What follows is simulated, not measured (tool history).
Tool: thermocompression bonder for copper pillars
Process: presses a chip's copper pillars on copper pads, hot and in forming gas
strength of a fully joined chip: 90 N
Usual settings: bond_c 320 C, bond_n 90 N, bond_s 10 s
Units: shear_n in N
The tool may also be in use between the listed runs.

run	hour	bond_c	bond_n	bond_s	shear_n
1	0.0	320	90	10	34.0
2	23.5	320	90	10	33.9
3	71.0	320	90	10	34.9
4	92.8	320	90	10	33.9
5	117.1	320	90	10	33.9
6	161.1	320	90	10	33.8
7	210.0	320	90	14	38.3
# hour 218.2: forming gas filter changed
8	239.0	320	90	14	39.0
9	271.6	320	90	14	39.0
10	315.1	320	90	14	39.6
11	347.8	294	90	14	28.1
12	395.9	294	90	14	27.6
13	424.3	294	90	14	27.8
14	448.3	312	111	5	27.7
15	474.3	312	111	5	28.4
16	515.0	320	113	25	56.5

The next listed run, before its measurement:
# hour 531.8: forming gas filter changed
17	537.3	320	121	25	?

Run 17 gave shear_n 59.5 N.
Without the tool's hidden state the same run would have given shear_n 59.0 N.
